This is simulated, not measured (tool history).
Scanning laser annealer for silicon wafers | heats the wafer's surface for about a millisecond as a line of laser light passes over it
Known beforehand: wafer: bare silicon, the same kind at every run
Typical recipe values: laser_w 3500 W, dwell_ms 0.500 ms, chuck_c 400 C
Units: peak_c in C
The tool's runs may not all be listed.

Run 1, hour 0.0: usual settings. Result: peak_c 1133 C.
Run 2, hour 22.0: usual settings. Result: peak_c 1129 C.
Run 3, hour 62.4: usual settings. Result: peak_c 1128 C.
Run 4, hour 114.1: usual settings. Result: peak_c 1131 C.
Run 5, hour 153.1: usual settings. Result: peak_c 1127 C.
Run 6, hour 187.9: usual settings. Result: peak_c 1127 C.
Run 7, hour 222.7: usual settings. Result: peak_c 1121 C.
Run 8, hour 277.0: usual settings. Result: peak_c 1137 C.
Run 9, hour 312.5: usual settings but laser_w 3093 W. Result: peak_c 1034 C.
Run 10, hour 351.7: usual settings but laser_w 3528 W, dwell_ms 0.423 ms, chuck_c 426 C. Result: peak_c 1118 C.
Run 11, hour 396.5: usual settings but laser_w 3632 W, dwell_ms 0.585 ms, chuck_c 388 C. Result: peak_c 1217 C.
Run 12, hour 440.3: usual settings but laser_w 3632 W, dwell_ms 0.585 ms, chuck_c 388 C. Result: peak_c 1212 C.
Run 13, hour 476.9: usual settings but laser_w 3673 W, dwell_ms 0.560 ms, chuck_c 434 C. Result: peak_c 1271 C.
Run 14, hour 519.3: usual settings but laser_w 3739 W, chuck_c 363 C. Result: peak_c 1179 C.
Run 15, hour 568.8: usual settings but dwell_ms 0.356 ms, chuck_c 413 C. Result: peak_c 1055 C.
Run 16, hour 601.5: usual settings but chuck_c 437 C. Result: peak_c 1184 C.
Run 17, hour 623.4: usual settings but laser_w 3306 W, dwell_ms 0.362 ms, chuck_c 375 C. Result: peak_c 977 C.

Not shown here: 3 entries made in the log between runs. Locate each between two listed runs and compare the hidden state at the listed run before it with the hidden state at the listed run after it:
Run 6 -> run 7: optics aligned, line set to its width (hour 196.3)
  light that passes the window, % of a clean one's: 98.5 -> 98.45; width of the line over the set one, %: 2.89 -> 4.17
  what was measured, less what the result would be without the hidden state, peak_c: -31 -> -39 C
Run 7 -> run 8: optics aligned, line set to its width, once more (hour 275.8)
  light that passes the window, % of a clean one's: 98.45 -> 98.38; laser's true power over the reading, %: -0.25 -> -0.26; width of the line over the set one, %: 4.17 -> 0.24
  what was measured, less what the result would be without the hidden state, peak_c: -39 -> -19 C
Run 12 -> run 13: window over the wafer cleaned (hour 467.6)
  light that passes the window, % of a clean one's: 98.1 -> 99.91; laser's true power over the reading, %: -0.29 -> -0.3; width of the line over the set one, %: 0.69 -> 0.78
  what was measured, less what the result would be without the hidden state, peak_c: -27 -> -9 C

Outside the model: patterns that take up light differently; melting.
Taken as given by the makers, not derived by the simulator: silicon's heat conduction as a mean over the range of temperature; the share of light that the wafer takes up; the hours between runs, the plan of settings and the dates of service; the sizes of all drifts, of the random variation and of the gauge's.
